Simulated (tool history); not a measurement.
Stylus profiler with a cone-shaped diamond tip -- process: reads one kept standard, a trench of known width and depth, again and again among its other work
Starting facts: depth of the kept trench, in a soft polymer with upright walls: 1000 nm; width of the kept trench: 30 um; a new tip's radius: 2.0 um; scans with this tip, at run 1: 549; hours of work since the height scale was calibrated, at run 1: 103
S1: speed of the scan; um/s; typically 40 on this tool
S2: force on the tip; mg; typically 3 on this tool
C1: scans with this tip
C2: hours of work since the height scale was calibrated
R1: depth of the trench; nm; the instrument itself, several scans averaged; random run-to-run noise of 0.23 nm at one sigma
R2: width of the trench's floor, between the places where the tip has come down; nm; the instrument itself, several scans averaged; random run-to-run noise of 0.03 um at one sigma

run 1 hour=0 | S1=40 S2=3 | C1=549 C2=103 | R1=1010.54 R2=26310
run 2 hour=30.1 | S1=40 S2=1.3 | C1=650 C2=122 | R1=1006.44 R2=26260
run 3 hour=55.8 | S1=40 S2=3.78 | C1=736 C2=138 | R1=1013.19 R2=26300
run 4 hour=77.8 | S1=40 S2=3 | C1=810 C2=152 | R1=1010.9 R2=26310
run 5 hour=106.8 | S1=40 S2=3 | C1=907 C2=170 | R1=1011.34 R2=26300
run 6 hour=121.9 | S1=40 S2=3 | C1=958 C2=179 | R1=1011.18 R2=26270
run 7 hour=139.1 | S1=59 S2=3 | C1=1016 C2=190 | R1=1011.58 R2=26230
run 8 hour=170.5 | S1=59 S2=3 | C1=1121 C2=210 | R1=1011.67 R2=26280
run 9 hour=193.7 | S1=59 S2=3 | C1=1199 C2=224 | R1=1011.56 R2=26240
run 10 hour=224.1 | S1=59 S2=3 | C1=1301 C2=243 | R1=1011.44 R2=26290
run 11 hour=243.3 | S1=59 S2=8.74 | C1=1365 C2=255 | R1=1022.72 R2=26330
run 12 hour=261.6 | S1=59 S2=8.74 | C1=1426 C2=267 | R1=1022.55 R2=26370
run 13 hour=289.2 | S1=155 S2=3 | C1=1519 C2=284 | R1=1011.46 R2=25870
run 14 hour=308.5 | S1=32 S2=1.1 | C1=1583 C2=296 | R1=1006.36 R2=26240
run 15 hour=325.9 | S1=138 S2=3.63 | C1=1642 C2=307 | R1=1013.47 R2=26010
run 16 hour=345.8 | S1=73 S2=2.44 | C1=1709 C2=320 | R1=1010.21 R2=26210
run 17 hour=374.8 | S1=14 S2=2.08 | C1=1806 C2=338 | R1=1009.52 R2=26400
run 18 hour=406.1 | S1=14 S2=2.08 | C1=1911 C2=358 | R1=1009.27 R2=26420
run 19 hour=435 | S1=10 S2=7.87 | C1=2008 C2=376 | R1=1021.71 R2=26370
run 20 hour=456.9 | S1=11 S2=1.59 | C1=2081 C2=389 | R1=1008.2 R2=26340
run 21 hour=479.1 | S1=40 S2=2.86 | C1=2156 C2=403 | R1=1011.5 R2=26230
run 22 hour=495.2 | S1=40 S2=2.86 | C1=2210 C2=413 | R1=1012.05 R2=26210
run 23 hour=531.9 | S1=40 S2=2.86 | C1=2333 C2=437 | R1=1011.58 R2=26270
run 24 hour=556.9 | S1=40 S2=2.86 | C1=2417 C2=452 | R1=1011.95 R2=26270
run 25 hour=587 | S1=40 S2=2.86 | C1=2518 C2=471 | R1=1012.09 R2=26160

Consider 5 possible next runs. They are alternatives, not a sequence: every one starts from the tool as it was left by run 25. What does each give?
run A hour=619.6 | S1=26 S2=3 | C1=2627 C2=492 | R1=? R2=?
run B hour=619.6 | S1=28 S2=2.86 | C1=2627 C2=492 | R1=? R2=?
run C hour=619.6 | S1=40 S2=1.29 | C1=2627 C2=492 | R1=? R2=?
run D hour=619.6 | S1=51 S2=1.12 | C1=2627 C2=492 | R1=? R2=?
run E hour=619.6 | S1=13 S2=1.46 | C1=2627 C2=492 | R1=? R2=?

run=A R1=1012.69 R2=26300
run=B R1=1011.57 R2=26300
run=C R1=1007.52 R2=26180
run=D R1=1007.1 R2=26060
run=E R1=1008.06 R2=26280
With the hidden condition removed and each run's random variation left untouched, the same runs would have given:
run=A R1=1010.95 R2=26460
run=B R1=1009.84 R2=26460
run=C R1=1005.79 R2=26340
run=D R1=1005.37 R2=26210
run=E R1=1006.33 R2=26440

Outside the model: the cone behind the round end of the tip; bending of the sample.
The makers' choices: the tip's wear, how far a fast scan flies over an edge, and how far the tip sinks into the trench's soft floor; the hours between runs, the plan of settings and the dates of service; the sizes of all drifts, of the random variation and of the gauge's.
